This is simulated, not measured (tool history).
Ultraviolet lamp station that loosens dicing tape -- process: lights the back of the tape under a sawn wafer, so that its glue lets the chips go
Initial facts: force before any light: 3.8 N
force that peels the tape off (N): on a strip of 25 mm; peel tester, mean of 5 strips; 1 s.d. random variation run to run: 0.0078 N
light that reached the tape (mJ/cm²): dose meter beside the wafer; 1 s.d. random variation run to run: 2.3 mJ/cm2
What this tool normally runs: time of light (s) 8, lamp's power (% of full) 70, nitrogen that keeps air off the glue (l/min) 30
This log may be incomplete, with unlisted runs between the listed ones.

run	day	time of light (s)	lamp's power (% of full)	nitrogen that keeps air off the glue (l/min)	force that peels the tape off (N)	light that reached the tape (mJ/cm²)
1	0	8	70	30	0.35	196
2	0.238	8	70	30	0.376	185
3	0.617	7	70	30	0.461	159
4	0.846	8	82	30	0.33	212
5	1.083	8	82	30	0.306	213
6	1.371	8	82	30	0.324	212
7	1.583	8	70	30	0.308	217
8	1.829	8	70	37	0.291	219
9	2.15	8	70	37	0.293	218
10	2.425	8	70	37	0.295	218
11	2.767	8	91	37	0.247	275
12	3.179	8	91	37	0.256	275
13	3.567	8	91	16	0.311	272
14	3.862	8	70	30	0.319	212
15	4.242	8	70	55	0.279	213
16	4.658	8	70	55	0.289	212
17	4.871	8	70	30	0.318	211
18	5.054	8	70	30	0.325	207
19	5.383	8	70	30	0.326	213
20	5.638	8	70	30	0.327	211
21	5.896	8	70	30	0.337	214
22	6.117	12	70	30	0.251	313
23	6.433	6	63	30	0.566	139
24	6.738	10	70	56	0.25	258
25	7.117	5	62	30	0.755	115
26	7.517	8	70	41	0.294	206
27	7.812	8	94	24	0.279	277
28	8.146	9	70	17	0.374	230
29	8.346	5	80	20	0.649	149
30	8.571	5	80	20	0.643	144
31	8.896	8	70	17	0.447	204
32	9.158	8	70	17	0.45	201
33	9.367	8	69	17	0.457	200
34	9.775	8	75	55	0.282	213
35	10.196	7	76	43	0.318	191
36	10.425	6	66	25	0.61	142
37	10.712	8	82	30	0.285	233
38	11.038	9	77	51	0.251	244
39	11.275	9	77	51	0.252	248
40	11.612	14	64	18	0.279	320
41	11.958	14	64	18	0.276	311
42	12.279	8	75	30	0.317	206

Put back what was entered between runs (2 entries, withheld): which listed runs does each sit between, and how does the hidden state differ from the listed run before to the listed run after?
Logged between run 1 and run 2: window cleaned of glue's vapour (day 0.208)
  lamp's light, % of a new lamp's: 97.1 -> 97; light that the window lets through, % of a clean one's: 90.1 -> 83.4
  measured value less the no-hidden-state value, force that peels the tape off (N): +0.045 -> +0.08; light that reached the tape (mJ/cm²): -29 -> -43
Logged between run 6 and run 7: window cleaned of glue's vapour, once more (day 1.55)
  lamp's light, % of a new lamp's: 96.6 -> 96.5; light that the window lets through, % of a clean one's: 82.7 -> 99.8
  measured value less the no-hidden-state value, force that peels the tape off (N): +0.056 -> +0.011; light that reached the tape (mJ/cm²): -53 -> -9

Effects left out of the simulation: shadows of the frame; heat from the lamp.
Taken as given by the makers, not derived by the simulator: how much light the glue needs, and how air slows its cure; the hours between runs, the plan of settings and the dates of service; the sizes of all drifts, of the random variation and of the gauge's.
